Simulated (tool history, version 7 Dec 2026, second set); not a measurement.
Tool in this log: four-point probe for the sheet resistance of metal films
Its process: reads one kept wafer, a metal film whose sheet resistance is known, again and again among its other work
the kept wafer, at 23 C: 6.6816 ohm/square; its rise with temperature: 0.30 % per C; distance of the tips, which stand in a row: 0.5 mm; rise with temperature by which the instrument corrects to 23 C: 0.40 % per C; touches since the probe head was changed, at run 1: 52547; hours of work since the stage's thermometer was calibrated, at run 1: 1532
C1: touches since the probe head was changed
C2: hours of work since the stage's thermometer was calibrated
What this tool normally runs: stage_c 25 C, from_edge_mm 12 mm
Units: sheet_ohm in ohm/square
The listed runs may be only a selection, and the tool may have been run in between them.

Run 1, day 0: usual settings; C1 52547; C2 1532. Result: sheet_ohm 6.673879 ohm/square.
Run 2, day 3.067: usual settings; C1 54626; C2 1585. Result: sheet_ohm 6.673568 ohm/square.
Run 3, day 7.042: usual settings; C1 57317; C2 1654. Result: sheet_ohm 6.674911 ohm/square.
Run 4, day 9.129: usual settings; C1 58731; C2 1690. Result: sheet_ohm 6.675287 ohm/square.
At day 12.283: stage's thermometer calibrated.
Run 5, day 13.338: usual settings; C1 61568; C2 18. Result: sheet_ohm 6.676116 ohm/square.
Run 6, day 15.967: usual settings; C1 63351; C2 64. Result: sheet_ohm 6.675886 ohm/square.
Run 7, day 20.312: usual settings but stage_c 35 C; C1 66294; C2 139. Result: sheet_ohm 6.610302 ohm/square.
Run 8, day 22.292: usual settings but stage_c 21 C; C1 67635; C2 173. Result: sheet_ohm 6.700071 ohm/square.
Run 9, day 25.579: usual settings; C1 69862; C2 230. Result: sheet_ohm 6.674434 ohm/square.
Run 10, day 28.608: usual settings; C1 71914; C2 283. Result: sheet_ohm 6.679728 ohm/square.
Run 11, day 32.017: usual settings but stage_c 22 C, from_edge_mm 13 mm; C1 74226; C2 342. Result: sheet_ohm 6.692036 ohm/square.
Run 12, day 35.625: usual settings but stage_c 32 C, from_edge_mm 3 mm; C1 76668; C2 404. Result: sheet_ohm 6.721828 ohm/square.
Run 13, day 37.921: usual settings but from_edge_mm 52 mm; C1 78224; C2 444. Result: sheet_ohm 6.668467 ohm/square.
Run 14, day 40.429: usual settings but stage_c 20 C, from_edge_mm 52 mm; C1 79923; C2 488. Result: sheet_ohm 6.701578 ohm/square.
Run 15, day 44.621: usual settings but stage_c 22 C, from_edge_mm 29 mm; C1 82763; C2 560. Result: sheet_ohm 6.689908 ohm/square.
Run 16, day 47.783: usual settings but stage_c 22 C, from_edge_mm 29 mm; C1 84906; C2 615. Result: sheet_ohm 6.691339 ohm/square.
Run 17, day 51.183: usual settings but stage_c 22 C, from_edge_mm 29 mm; C1 87211; C2 674. Result: sheet_ohm 6.688426 ohm/square.
Run 18, day 55.638: usual settings but stage_c 20 C, from_edge_mm 30 mm; C1 90229; C2 751. Result: sheet_ohm 6.703097 ohm/square.
Run 19, day 57.925: usual settings but stage_c 20 C, from_edge_mm 66 mm; C1 91778; C2 791. Result: sheet_ohm 6.703381 ohm/square.

Alternative continuations, all from the tool just after run 19; predict every row:
Run A, day 61.658: usual settings but stage_c 21 C, from_edge_mm 66 mm; C1 94307; C2 855. Result: sheet_ohm ?.
Run B, day 61.658: usual settings but stage_c 20 C, from_edge_mm 63 mm; C1 94307; C2 855. Result: sheet_ohm ?.
Run C, day 61.658: usual settings but stage_c 24 C, from_edge_mm 8 mm; C1 94307; C2 855. Result: sheet_ohm ?.
Run D, day 61.658: usual settings but stage_c 32 C, from_edge_mm 45 mm; C1 94307; C2 855. Result: sheet_ohm ?.

run  sheet_ohm
  A   6.697296
  B     6.7034
  C   6.688718
  D   6.624888
With no hidden state in the tool, these same runs would have given:
run  sheet_ohm
  A   6.696635
  B   6.702738
  C   6.688058
  D   6.624234
